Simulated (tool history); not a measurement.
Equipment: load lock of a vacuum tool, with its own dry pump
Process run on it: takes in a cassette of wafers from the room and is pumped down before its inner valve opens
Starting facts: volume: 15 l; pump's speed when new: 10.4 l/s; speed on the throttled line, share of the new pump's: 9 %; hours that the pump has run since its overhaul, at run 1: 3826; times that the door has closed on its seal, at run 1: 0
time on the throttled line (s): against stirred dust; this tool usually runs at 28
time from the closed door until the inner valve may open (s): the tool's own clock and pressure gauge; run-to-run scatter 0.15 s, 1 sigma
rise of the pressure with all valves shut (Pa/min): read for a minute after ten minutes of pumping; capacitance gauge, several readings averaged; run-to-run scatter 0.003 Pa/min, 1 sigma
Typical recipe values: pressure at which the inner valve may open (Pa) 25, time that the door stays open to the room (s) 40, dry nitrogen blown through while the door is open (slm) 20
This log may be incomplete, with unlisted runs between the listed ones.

| run | hour | time on the throttled line (s) | pressure at which the inner valve may open (Pa) | time that the door stays open to the room (s) | dry nitrogen blown through while the door is open (slm) | hours that the pump has run since its overhaul | times that the door has closed on its seal | incoming humidity of the room's air, % | time from the closed door until the inner valve may open (s) | rise of the pressure with all valves shut (Pa/min) |
|---|---|---|---|---|---|---|---|---|---|---|
| 1 | 0.0 | 28 | 25 | 40 | 20 | 3826 | 0 | 44.1 | 38.2 | 0.036 |
| 2 | 239.0 | 28 | 25 | 40 | 20 | 4065 | 552 | 43.3 | 37.9 | 0.043 |
| 3 | 556.8 | 28 | 25 | 40 | 20 | 4383 | 1287 | 47.7 | 37.8 | 0.047 |
| 4 | 725.4 | 28 | 25 | 40 | 20 | 4551 | 1676 | 39.8 | 38.2 | 0.043 |
| 5 | 1044.9 | 28 | 35 | 40 | 20 | 4871 | 2414 | 42.6 | 37.2 | 0.056 |
| 6 | 1302.5 | 28 | 35 | 40 | 20 | 5128 | 3010 | 43.8 | 37.5 | 0.056 |
| 7 | 1493.0 | 28 | 25 | 29 | 4 | 5319 | 3450 | 48.7 | 38.1 | 0.069 |
| 8 | 1820.5 | 28 | 25 | 29 | 4 | 5647 | 4207 | 46.2 | 37.8 | 0.069 |
| 9 | 2111.4 | 28 | 25 | 38 | 6 | 5937 | 4879 | 44.7 | 38.0 | 0.080 |
| 10 | 2245.5 | 17 | 25 | 40 | 20 | 6072 | 5189 | 44.1 | 28.0 | 0.066 |
| 11 | 2386.6 | 28 | 25 | 40 | 9 | 6213 | 5515 | 46.1 | 38.0 | 0.082 |

Consider 3 possible next runs. They are alternatives, not a sequence: every one starts from the tool as it was left by run 11. What does each give?
| A | 2637.4 | 32 | 25 | 40 | 13 | 6463 | 6094 | 45.2 | ? | ? |
| B | 2637.4 | 38 | 25 | 40 | 20 | 6463 | 6094 | 46.3 | ? | ? |
| C | 2637.4 | 52 | 23 | 46 | 20 | 6463 | 6094 | 40.5 | ? | ? |

| run | time from the closed door until the inner valve may open (s) | rise of the pressure with all valves shut (Pa/min) |
|---|---|---|
| A | 41.9 | 0.086 |
| B | 47.4 | 0.074 |
| C | 59.9 | 0.074 |
Without the tool's hidden state the same runs would have given:
| run | time from the closed door until the inner valve may open (s) | rise of the pressure with all valves shut (Pa/min) |
|---|---|---|
| A | 41.3 | 0.053 |
| B | 46.8 | 0.041 |
| C | 59.4 | 0.041 |
